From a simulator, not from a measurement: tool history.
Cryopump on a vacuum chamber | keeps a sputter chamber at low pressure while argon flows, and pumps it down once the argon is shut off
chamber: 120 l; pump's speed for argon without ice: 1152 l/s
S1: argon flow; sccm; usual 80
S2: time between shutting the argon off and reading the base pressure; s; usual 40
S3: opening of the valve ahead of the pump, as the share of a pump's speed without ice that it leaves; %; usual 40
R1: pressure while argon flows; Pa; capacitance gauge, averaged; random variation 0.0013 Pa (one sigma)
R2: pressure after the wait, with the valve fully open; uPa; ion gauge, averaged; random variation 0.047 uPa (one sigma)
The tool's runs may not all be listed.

| run | hour | S1 | S2 | S3 | R1 | R2 |
|---|---|---|---|---|---|---|
| 1 | 0 | 80 | 40 | 40 | 0.2979 | 3.36 |
| 2 | 12 | 80 | 40 | 40 | 0.2956 | 3.33 |
| 3 | 21.1 | 80 | 40 | 40 | 0.2962 | 3.42 |
| 4 | 29.7 | 79 | 40 | 40 | 0.2937 | 3.4 |
| 5 | 44.4 | 79 | 40 | 40 | 0.295 | 3.38 |
| 6 | 57.9 | 80 | 40 | 40 | 0.3003 | 3.45 |
| 7 | 67 | 80 | 40 | 40 | 0.2978 | 3.43 |
| 8 | 77.9 | 80 | 40 | 40 | 0.2981 | 3.5 |
| 9 | 86.2 | 80 | 40 | 40 | 0.2981 | 3.42 |
| 10 | 97.8 | 80 | 40 | 40 | 0.2993 | 3.55 |
| 11 | 114.6 | 80 | 40 | 40 | 0.3017 | 3.43 |
| 12 | 123 | 80 | 40 | 40 | 0.2997 | 3.5 |
| 13 | 135.7 | 80 | 40 | 40 | 0.3015 | 3.5 |
| 14 | 146.2 | 104 | 40 | 40 | 0.3905 | 3.51 |
| 15 | 155 | 80 | 40 | 40 | 0.3003 | 3.59 |
| 16 | 168.3 | 80 | 40 | 40 | 0.3026 | 3.49 |
| 17 | 178.5 | 44 | 40 | 40 | 0.1678 | 3.61 |
| 18 | 194.1 | 44 | 40 | 40 | 0.1657 | 3.52 |
| 19 | 209 | 44 | 40 | 40 | 0.1658 | 3.62 |
| 20 | 216.7 | 80 | 282 | 40 | 0.3025 | 1.32 |
| 21 | 225.2 | 88 | 130 | 56 | 0.2412 | 1.78 |
| 22 | 232.6 | 88 | 130 | 56 | 0.2415 | 1.79 |
| 23 | 244.7 | 88 | 130 | 56 | 0.2419 | 1.79 |
| 24 | 252.8 | 47 | 57 | 31 | 0.2284 | 2.84 |
| 25 | 269.4 | 73 | 296 | 31 | 0.353 | 1.4 |
| 26 | 285.1 | 82 | 67 | 57 | 0.2211 | 2.57 |
| 27 | 302.6 | 80 | 43 | 21 | 0.5667 | 3.53 |
| 28 | 319.1 | 97 | 40 | 46 | 0.3217 | 3.75 |
| 29 | 336.1 | 95 | 187 | 36 | 0.3988 | 1.69 |
| 30 | 350.6 | 95 | 152 | 30 | 0.4784 | 1.74 |
| 31 | 365.6 | 80 | 24 | 18 | 0.6645 | 5.48 |
| 32 | 378.3 | 80 | 24 | 18 | 0.6669 | 5.48 |
| 33 | 386.1 | 80 | 24 | 18 | 0.6644 | 5.38 |
| 34 | 397.8 | 80 | 24 | 18 | 0.664 | 5.43 |

Some steps in R1 between neighbouring runs. How much of each would the tool show without its hidden state too (settings, what came in, random variation), and how much is left for the hidden state, with any gauge scatter that isn't in both results?
The hidden state here: pump's speed, % of a pump's without ice; cold plate's temperature, K; leak into the chamber, uPa l/s; drift of the gauge itself on working_pa, %; drift of the gauge itself on base_upa, %.
Run 19 -> 20: S1 44 -> 80, S2 40 -> 282. R1 +0.1367 Pa: hidden state +0.0041, all else +0.1326.
Run 23 -> 24: S1 88 -> 47, S2 130 -> 57, S3 56 -> 31. R1 -0.0135 Pa: hidden state -0.0048, all else -0.0087.
Run 24 -> 25: S1 47 -> 73, S2 57 -> 296. R1 +0.1246 Pa: hidden state +0.0034, all else +0.1212.
Run 26 -> 27: S1 82 -> 80, S2 67 -> 43, S3 57 -> 21. R1 +0.3456 Pa: hidden state +0.0002, all else +0.3454.
Run 27 -> 28: S1 80 -> 97, S2 43 -> 40, S3 21 -> 46. R1 -0.245 Pa: hidden state +0.0028, all else -0.2478.
Run 30 -> 31: S1 95 -> 80, S2 152 -> 24, S3 30 -> 18. R1 +0.1861 Pa: hidden state -0.0019, all else +0.188.

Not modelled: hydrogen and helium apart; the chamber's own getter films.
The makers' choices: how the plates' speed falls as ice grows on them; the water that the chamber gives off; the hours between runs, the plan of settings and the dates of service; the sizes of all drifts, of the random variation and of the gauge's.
